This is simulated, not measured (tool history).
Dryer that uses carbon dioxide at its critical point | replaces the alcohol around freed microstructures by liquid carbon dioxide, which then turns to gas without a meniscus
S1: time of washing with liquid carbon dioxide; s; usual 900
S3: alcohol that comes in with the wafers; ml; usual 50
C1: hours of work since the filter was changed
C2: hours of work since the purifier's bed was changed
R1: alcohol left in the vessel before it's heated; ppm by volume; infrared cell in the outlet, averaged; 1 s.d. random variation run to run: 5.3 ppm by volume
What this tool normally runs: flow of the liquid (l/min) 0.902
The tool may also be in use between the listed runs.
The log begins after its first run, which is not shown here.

Run 2, hour 13.6: usual settings; C1 11; C2 266. Result: R1 202 ppm by volume.
Run 3, hour 40.5: usual settings; C1 24; C2 280. Result: R1 212 ppm by volume.
Run 4, hour 69.1: usual settings; C1 38; C2 293. Result: R1 209 ppm by volume.
Run 5, hour 98.8: usual settings but flow of the liquid (l/min) 0.608; C1 53; C2 308. Result: R1 796 ppm by volume.
Run 6, hour 116.5: usual settings but flow of the liquid (l/min) 0.608; C1 61; C2 317. Result: R1 810 ppm by volume.
Run 7, hour 145.7: usual settings but S1 1200 s; C1 76; C2 331. Result: R1 120 ppm by volume.
Run 8, hour 172.4: usual settings but S1 1200 s; C1 89; C2 344. Result: R1 123 ppm by volume.
Run 9, hour 191.8: usual settings but S1 1200 s; C1 98; C2 353. Result: R1 122 ppm by volume.
Run 10, hour 224.3: usual settings but S1 1200 s; C1 114; C2 369. Result: R1 134 ppm by volume.
Run 11, hour 241.2: usual settings but S1 660 s; C1 122; C2 377. Result: R1 664 ppm by volume.
Run 12, hour 257.4: usual settings but S1 660 s; C1 130; C2 385. Result: R1 691 ppm by volume.
Run 13, hour 290.0: usual settings but S1 660 s; C1 146; C2 401. Result: R1 678 ppm by volume.
Run 14, hour 307.9: usual settings but flow of the liquid (l/min) 1.161; C1 155; C2 410. Result: R1 147 ppm by volume.
Run 15, hour 332.1: usual settings but flow of the liquid (l/min) 1.161, S3 108 ml; C1 167; C2 422. Result: R1 203 ppm by volume.
Run 16, hour 349.0: usual settings but S1 780 s, flow of the liquid (l/min) 1.387, S3 34 ml; C1 175; C2 430. Result: R1 137 ppm by volume.
Run 17, hour 369.2: usual settings but S1 600 s, S3 21 ml; C1 185; C2 440. Result: R1 482 ppm by volume.
Run 18, hour 384.5: usual settings but S1 600 s, flow of the liquid (l/min) 0.686, S3 59 ml; C1 192; C2 447. Result: R1 2321 ppm by volume.
Run 19, hour 406.2: usual settings but S1 600 s, flow of the liquid (l/min) 0.686, S3 59 ml; C1 203; C2 458. Result: R1 2257 ppm by volume.
Run 20, hour 431.2: usual settings but S1 600 s, flow of the liquid (l/min) 1.083, S3 114 ml; C1 215; C2 470. Result: R1 1114 ppm by volume.
Run 21, hour 461.4: usual settings but S1 600 s, flow of the liquid (l/min) 1.083, S3 114 ml; C1 230; C2 485. Result: R1 1114 ppm by volume.
Run 22, hour 493.5: usual settings but S1 780 s, flow of the liquid (l/min) 0.710; C1 245; C2 501. Result: R1 932 ppm by volume.

Run 23 comes next. What will it give?
Run 23, hour 513.2: usual settings but S1 660 s, flow of the liquid (l/min) 0.710, S3 64 ml; C1 255; C2 510. Result: R1 ?.

Run 23 came out at R1 1838 ppm by volume.
Were there no unlogged condition in the tool, this run, its random variation unchanged, would have produced R1 1450 ppm by volume.

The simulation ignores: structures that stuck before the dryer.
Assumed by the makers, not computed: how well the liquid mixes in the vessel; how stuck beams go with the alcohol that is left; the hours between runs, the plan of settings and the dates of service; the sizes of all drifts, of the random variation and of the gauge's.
